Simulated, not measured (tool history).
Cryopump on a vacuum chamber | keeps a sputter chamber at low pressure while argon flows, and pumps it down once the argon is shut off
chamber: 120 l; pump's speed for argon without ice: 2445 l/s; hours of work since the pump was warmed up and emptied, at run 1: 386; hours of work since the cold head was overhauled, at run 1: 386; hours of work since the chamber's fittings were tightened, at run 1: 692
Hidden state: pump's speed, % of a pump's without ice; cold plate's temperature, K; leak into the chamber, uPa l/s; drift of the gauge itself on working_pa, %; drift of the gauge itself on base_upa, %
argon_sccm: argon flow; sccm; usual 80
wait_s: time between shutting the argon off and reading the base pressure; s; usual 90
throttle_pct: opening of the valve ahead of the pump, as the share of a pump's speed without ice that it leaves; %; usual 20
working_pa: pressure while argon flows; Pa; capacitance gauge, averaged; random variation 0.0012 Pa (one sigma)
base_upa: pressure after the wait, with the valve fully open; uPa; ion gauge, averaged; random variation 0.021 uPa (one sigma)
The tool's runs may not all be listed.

run	hour	argon_sccm	wait_s	throttle_pct	hours of work since the pump was warmed up and emptied	hours of work since the cold head was overhauled	hours of work since the chamber's fittings were tightened	working_pa	base_upa
1	0.0	80	90	20	386	386	692	0.2899	0.50
2	111.2	80	90	20	433	433	739	0.2918	0.54
3	208.8	80	90	20	474	474	780	0.2943	0.53
4	321.9	80	90	20	522	522	828	0.2956	0.52
5	382.4	35	90	20	547	547	853	0.1308	0.55
6	449.5	80	197	20	576	576	882	0.2965	0.40
# hour 492.3: pump warmed up, emptied and cooled again
7	544.9	70	90	20	22	614	920	0.2411	0.49

Forecast run 8:
8	640.7	59	54	20	63	654	961	?	?

Run 8 gave working_pa 0.2054 Pa, base_upa 0.67 uPa.
Without the tool's hidden state the same run would have given working_pa 0.2037 Pa, base_upa 0.56 uPa.
